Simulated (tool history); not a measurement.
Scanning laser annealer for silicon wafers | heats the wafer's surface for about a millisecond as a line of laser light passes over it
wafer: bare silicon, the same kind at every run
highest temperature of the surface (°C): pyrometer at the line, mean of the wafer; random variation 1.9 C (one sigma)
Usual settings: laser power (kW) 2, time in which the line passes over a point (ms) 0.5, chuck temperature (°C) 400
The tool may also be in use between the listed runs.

| run | day | laser power (kW) | time in which the line passes over a point (ms) | chuck temperature (°C) | highest temperature of the surface (°C) |
|---|---|---|---|---|---|
| 1 | 0 | 2 | 0.5 | 400 | 1106 |
| 2 | 1.175 | 2 | 0.5 | 406 | 1113 |
| 3 | 2.133 | 2 | 0.5 | 400 | 1109 |
| 4 | 3.838 | 2 | 0.5 | 400 | 1108 |
| 5 | 4.846 | 2 | 0.5 | 400 | 1108 |
| 6 | 6.283 | 2 | 0.5 | 400 | 1107 |
| 7 | 7.242 | 2.123 | 0.458 | 402 | 1116 |
| 8 | 8.35 | 2.025 | 0.5 | 365 | 1079 |
| 9 | 9.55 | 1.721 | 0.544 | 365 | 995 |
| 10 | 10.517 | 2.128 | 0.574 | 400 | 1211 |
| 11 | 11.312 | 1.797 | 0.473 | 398 | 1009 |
| 12 | 13.038 | 1.797 | 0.473 | 398 | 1005 |

Measured less the same run without the tool's hidden state. The same run-to-run variation is in both; the gauge's scatter may not be:
The hidden state here: light that passes the window, % of a clean one's; laser's true power over the reading, %; width of the line over the set one, %; drift of the gauge itself on peak_c, C.
| run | highest temperature of the surface (°C) |
|---|---|
| 1 | -7 |
| 2 | -7 |
| 3 | -8 |
| 4 | -9 |
| 5 | -10 |
| 6 | -10 |
| 7 | -11 |
| 8 | -12 |
| 9 | -12 |
| 10 | -16 |
| 11 | -12 |
| 12 | -13 |

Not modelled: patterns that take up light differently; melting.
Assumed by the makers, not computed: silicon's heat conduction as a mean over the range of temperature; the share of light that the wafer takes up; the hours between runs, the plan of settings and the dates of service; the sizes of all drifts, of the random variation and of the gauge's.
